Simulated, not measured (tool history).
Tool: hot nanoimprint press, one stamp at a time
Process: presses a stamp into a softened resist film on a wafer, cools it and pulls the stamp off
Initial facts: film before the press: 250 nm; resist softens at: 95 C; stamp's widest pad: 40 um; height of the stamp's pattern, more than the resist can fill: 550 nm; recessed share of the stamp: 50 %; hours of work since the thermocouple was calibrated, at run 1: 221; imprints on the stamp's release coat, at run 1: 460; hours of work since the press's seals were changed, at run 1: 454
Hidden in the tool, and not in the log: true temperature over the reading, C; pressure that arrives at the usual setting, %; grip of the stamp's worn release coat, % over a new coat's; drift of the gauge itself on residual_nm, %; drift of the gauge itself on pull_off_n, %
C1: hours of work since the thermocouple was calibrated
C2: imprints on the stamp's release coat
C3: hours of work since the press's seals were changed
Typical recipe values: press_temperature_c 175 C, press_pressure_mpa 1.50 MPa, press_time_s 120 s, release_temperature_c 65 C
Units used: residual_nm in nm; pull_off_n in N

{"run": 1, "hour": 0.0, "press_temperature_c": 175, "press_pressure_mpa": 1.5, "press_time_s": 120, "release_temperature_c": 65, "C1": 221, "C2": 460, "C3": 454, "residual_nm": 103.5, "pull_off_n": 169}
{"run": 2, "hour": 12.1, "press_temperature_c": 175, "press_pressure_mpa": 1.5, "press_time_s": 120, "release_temperature_c": 72, "C1": 229, "C2": 493, "C3": 462, "residual_nm": 102.5, "pull_off_n": 168}
{"run": 3, "hour": 30.5, "press_temperature_c": 175, "press_pressure_mpa": 1.5, "press_time_s": 120, "release_temperature_c": 72, "C1": 240, "C2": 543, "C3": 473, "residual_nm": 102.4, "pull_off_n": 157}
{"run": 4, "hour": 52.7, "press_temperature_c": 175, "press_pressure_mpa": 1.5, "press_time_s": 120, "release_temperature_c": 72, "C1": 254, "C2": 603, "C3": 487, "residual_nm": 102.7, "pull_off_n": 160}
{"run": 5, "hour": 67.0, "press_temperature_c": 175, "press_pressure_mpa": 2.17, "press_time_s": 120, "release_temperature_c": 65, "C1": 263, "C2": 642, "C3": 496, "residual_nm": 83.2, "pull_off_n": 173}
{"hour": 74.4, "done": "plate thermocouple calibrated"}
{"run": 6, "hour": 83.1, "press_temperature_c": 175, "press_pressure_mpa": 2.17, "press_time_s": 120, "release_temperature_c": 65, "C1": 5, "C2": 677, "C3": 504, "residual_nm": 81.6, "pull_off_n": 178}
{"run": 7, "hour": 101.7, "press_temperature_c": 175, "press_pressure_mpa": 2.17, "press_time_s": 120, "release_temperature_c": 65, "C1": 17, "C2": 727, "C3": 516, "residual_nm": 80.9, "pull_off_n": 170}
{"run": 8, "hour": 114.3, "press_temperature_c": 175, "press_pressure_mpa": 2.17, "press_time_s": 120, "release_temperature_c": 65, "C1": 25, "C2": 761, "C3": 524, "residual_nm": 81.4, "pull_off_n": 174}
{"run": 9, "hour": 126.7, "press_temperature_c": 175, "press_pressure_mpa": 2.17, "press_time_s": 120, "release_temperature_c": 65, "C1": 33, "C2": 795, "C3": 531, "residual_nm": 81.6, "pull_off_n": 175}
{"run": 10, "hour": 139.8, "press_temperature_c": 175, "press_pressure_mpa": 2.17, "press_time_s": 120, "release_temperature_c": 65, "C1": 41, "C2": 831, "C3": 539, "residual_nm": 82.1, "pull_off_n": 182}
{"run": 11, "hour": 153.5, "press_temperature_c": 175, "press_pressure_mpa": 2.17, "press_time_s": 120, "release_temperature_c": 65, "C1": 49, "C2": 868, "C3": 548, "residual_nm": 82.2, "pull_off_n": 182}
{"run": 12, "hour": 163.5, "press_temperature_c": 175, "press_pressure_mpa": 2.17, "press_time_s": 120, "release_temperature_c": 65, "C1": 55, "C2": 895, "C3": 554, "residual_nm": 82.5, "pull_off_n": 189}
{"run": 13, "hour": 185.4, "press_temperature_c": 175, "press_pressure_mpa": 2.17, "press_time_s": 120, "release_temperature_c": 65, "C1": 69, "C2": 954, "C3": 568, "residual_nm": 82.7, "pull_off_n": 182}
{"run": 14, "hour": 196.9, "press_temperature_c": 175, "press_pressure_mpa": 1.5, "press_time_s": 120, "release_temperature_c": 65, "C1": 76, "C2": 985, "C3": 575, "residual_nm": 101.5, "pull_off_n": 187}
{"hour": 216.7, "done": "stamp cleaned and given a new release coat"}
{"run": 15, "hour": 225.0, "press_temperature_c": 175, "press_pressure_mpa": 1.5, "press_time_s": 120, "release_temperature_c": 65, "C1": 90, "C2": 22, "C3": 589, "residual_nm": 101.1, "pull_off_n": 153}
{"run": 16, "hour": 245.5, "press_temperature_c": 179, "press_pressure_mpa": 1.17, "press_time_s": 88, "release_temperature_c": 64, "C1": 103, "C2": 78, "C3": 602, "residual_nm": 118.1, "pull_off_n": 156}
{"run": 17, "hour": 260.2, "press_temperature_c": 175, "press_pressure_mpa": 1.59, "press_time_s": 120, "release_temperature_c": 70, "C1": 112, "C2": 117, "C3": 611, "residual_nm": 99.0, "pull_off_n": 151}
{"run": 18, "hour": 273.6, "press_temperature_c": 175, "press_pressure_mpa": 1.59, "press_time_s": 120, "release_temperature_c": 70, "C1": 120, "C2": 154, "C3": 619, "residual_nm": 98.6, "pull_off_n": 152}
{"run": 19, "hour": 288.7, "press_temperature_c": 175, "press_pressure_mpa": 1.59, "press_time_s": 120, "release_temperature_c": 70, "C1": 130, "C2": 194, "C3": 628, "residual_nm": 97.6, "pull_off_n": 150}
{"run": 20, "hour": 312.0, "press_temperature_c": 172, "press_pressure_mpa": 1.72, "press_time_s": 64, "release_temperature_c": 55, "C1": 144, "C2": 258, "C3": 643, "residual_nm": 124.0, "pull_off_n": 178}
{"run": 21, "hour": 328.9, "press_temperature_c": 172, "press_pressure_mpa": 1.72, "press_time_s": 64, "release_temperature_c": 55, "C1": 155, "C2": 304, "C3": 653, "residual_nm": 124.3, "pull_off_n": 175}
{"run": 22, "hour": 342.7, "press_temperature_c": 172, "press_pressure_mpa": 1.72, "press_time_s": 64, "release_temperature_c": 55, "C1": 163, "C2": 341, "C3": 662, "residual_nm": 124.3, "pull_off_n": 172}
{"run": 23, "hour": 358.2, "press_temperature_c": 175, "press_pressure_mpa": 1.06, "press_time_s": 120, "release_temperature_c": 65, "C1": 173, "C2": 383, "C3": 672, "residual_nm": 125.4, "pull_off_n": 168}
{"run": 24, "hour": 374.3, "press_temperature_c": 175, "press_pressure_mpa": 1.06, "press_time_s": 120, "release_temperature_c": 65, "C1": 183, "C2": 427, "C3": 682, "residual_nm": 123.4, "pull_off_n": 170}
{"run": 25, "hour": 392.1, "press_temperature_c": 175, "press_pressure_mpa": 1.06, "press_time_s": 97, "release_temperature_c": 65, "C1": 194, "C2": 475, "C3": 693, "residual_nm": 132.0, "pull_off_n": 174}
{"run": 26, "hour": 408.5, "press_temperature_c": 175, "press_pressure_mpa": 1.06, "press_time_s": 97, "release_temperature_c": 67, "C1": 204, "C2": 519, "C3": 703, "residual_nm": 132.7, "pull_off_n": 168}
{"run": 27, "hour": 421.6, "press_temperature_c": 175, "press_pressure_mpa": 1.06, "press_time_s": 97, "release_temperature_c": 67, "C1": 212, "C2": 555, "C3": 711, "residual_nm": 133.1, "pull_off_n": 165}
{"run": 28, "hour": 436.2, "press_temperature_c": 175, "press_pressure_mpa": 1.06, "press_time_s": 97, "release_temperature_c": 67, "C1": 221, "C2": 594, "C3": 720, "residual_nm": 133.7, "pull_off_n": 169}
{"run": 29, "hour": 452.6, "press_temperature_c": 175, "press_pressure_mpa": 1.06, "press_time_s": 97, "release_temperature_c": 67, "C1": 232, "C2": 638, "C3": 730, "residual_nm": 133.1, "pull_off_n": 173}

Describe how what the log doesn't record of the tool's condition differs between the last listed run preceding each entry between runs and the first listed run following it.
Run 5 -> run 6: plate thermocouple calibrated (hour 74.4)
  true temperature over the reading, C: -0.64 -> 0.04; pressure that arrives at the usual setting, %: 98.42 -> 98.39; grip of the stamp's worn release coat, % over a new coat's: 15.3 -> 16.1
  what was measured, less what the result would be without the hidden state, residual_nm: +2.5 -> +1.1 nm; pull_off_n: +23 -> +25 N
Run 14 -> run 15: stamp cleaned and given a new release coat (hour 216.7)
  true temperature over the reading, C: -0.11 -> -0.14; pressure that arrives at the usual setting, %: 98.14 -> 98.09; grip of the stamp's worn release coat, % over a new coat's: 23.8 -> 0.5
  what was measured, less what the result would be without the hidden state, residual_nm: +1.4 -> +1.5 nm; pull_off_n: +36 -> +1 N
